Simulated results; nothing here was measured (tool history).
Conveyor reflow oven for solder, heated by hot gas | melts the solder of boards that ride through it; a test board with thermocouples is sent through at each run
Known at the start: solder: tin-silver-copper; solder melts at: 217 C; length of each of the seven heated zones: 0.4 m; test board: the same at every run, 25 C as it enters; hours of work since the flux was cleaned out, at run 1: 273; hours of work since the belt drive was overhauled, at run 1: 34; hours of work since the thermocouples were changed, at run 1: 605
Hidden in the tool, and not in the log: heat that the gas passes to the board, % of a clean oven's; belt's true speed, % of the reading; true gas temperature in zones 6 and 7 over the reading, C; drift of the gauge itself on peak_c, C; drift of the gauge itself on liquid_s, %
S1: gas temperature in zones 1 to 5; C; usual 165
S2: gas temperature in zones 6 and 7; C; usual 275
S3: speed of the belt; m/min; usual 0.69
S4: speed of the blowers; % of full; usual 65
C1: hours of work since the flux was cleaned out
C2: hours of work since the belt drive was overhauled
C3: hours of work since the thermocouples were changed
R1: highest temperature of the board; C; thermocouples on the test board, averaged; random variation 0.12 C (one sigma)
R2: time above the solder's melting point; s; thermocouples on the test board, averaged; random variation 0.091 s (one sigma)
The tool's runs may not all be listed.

| run | day | S1 | S2 | S3 | S4 | C1 | C2 | C3 | R1 | R2 |
|---|---|---|---|---|---|---|---|---|---|---|
| 1 | 0 | 165 | 275 | 0.69 | 65 | 273 | 34 | 605 | 249.6 | 45.62 |
|  | 0.654 | flux residue cleaned out of gas plates and filters |
| 2 | 1.038 | 165 | 275 | 0.69 | 65 | 5 | 45 | 616 | 252.1 | 47.98 |
| 3 | 1.758 | 165 | 275 | 0.69 | 65 | 15 | 55 | 626 | 252.2 | 47.96 |
| 4 | 2.862 | 165 | 275 | 0.69 | 65 | 30 | 70 | 641 | 252.1 | 47.98 |
| 5 | 3.433 | 165 | 275 | 0.589 | 65 | 38 | 78 | 649 | 258.4 | 61.88 |
| 6 | 4.238 | 165 | 275 | 0.69 | 87 | 50 | 89 | 660 | 259.8 | 53.89 |
| 7 | 5.154 | 165 | 275 | 0.69 | 87 | 62 | 102 | 673 | 259.6 | 54.02 |
| 8 | 6.292 | 165 | 275 | 0.69 | 87 | 78 | 118 | 689 | 259.8 | 53.98 |
| 9 | 7.221 | 165 | 275 | 0.69 | 67 | 91 | 131 | 702 | 252.4 | 48.44 |
| 10 | 8.358 | 165 | 275 | 0.69 | 67 | 106 | 146 | 717 | 252.3 | 48.2 |
| 11 | 9.117 | 163 | 272 | 0.69 | 67 | 117 | 157 | 728 | 249.5 | 45.55 |
| 12 | 9.908 | 174 | 286 | 0.651 | 52 | 128 | 168 | 739 | 258.5 | 57.74 |
| 13 | 10.658 | 165 | 267 | 0.582 | 58 | 138 | 178 | 749 | 248.6 | 54.56 |
| 14 | 11.558 | 152 | 283 | 0.579 | 81 | 151 | 190 | 761 | 268.5 | 66.61 |
| 15 | 12.175 | 165 | 289 | 0.579 | 81 | 159 | 199 | 770 | 275.8 | 73.39 |
| 16 | 13.092 | 158 | 289 | 0.757 | 81 | 172 | 212 | 783 | 263.8 | 48.73 |
| 17 | 14.292 | 165 | 275 | 0.759 | 67 | 188 | 228 | 799 | 247.3 | 39.79 |
| 18 | 15.475 | 165 | 288 | 0.83 | 67 | 205 | 245 | 816 | 253.2 | 39.5 |
|  | 15.817 | thermocouples of zones 6 and 7 changed |
| 19 | 16.367 | 165 | 288 | 0.83 | 67 | 216 | 256 | 8 | 251.6 | 38.44 |

Forecast each of these 3 alternatives for the next run:
| A | 17.421 | 157 | 288 | 0.83 | 67 | 230 | 270 | 22 | ? | ? |
| B | 17.421 | 166 | 279 | 0.83 | 63 | 230 | 270 | 22 | ? | ? |
| C | 17.421 | 173 | 288 | 0.83 | 67 | 230 | 270 | 22 | ? | ? |

| run | R1 | R2 |
|---|---|---|
| A | 249.1 | 35.12 |
| B | 242.7 | 32.03 |
| C | 253.6 | 41.82 |
Without the tool's hidden state the same runs would have given:
| run | R1 | R2 |
|---|---|---|
| A | 252 | 37.02 |
| B | 245.3 | 34.09 |
| C | 256.3 | 43.36 |

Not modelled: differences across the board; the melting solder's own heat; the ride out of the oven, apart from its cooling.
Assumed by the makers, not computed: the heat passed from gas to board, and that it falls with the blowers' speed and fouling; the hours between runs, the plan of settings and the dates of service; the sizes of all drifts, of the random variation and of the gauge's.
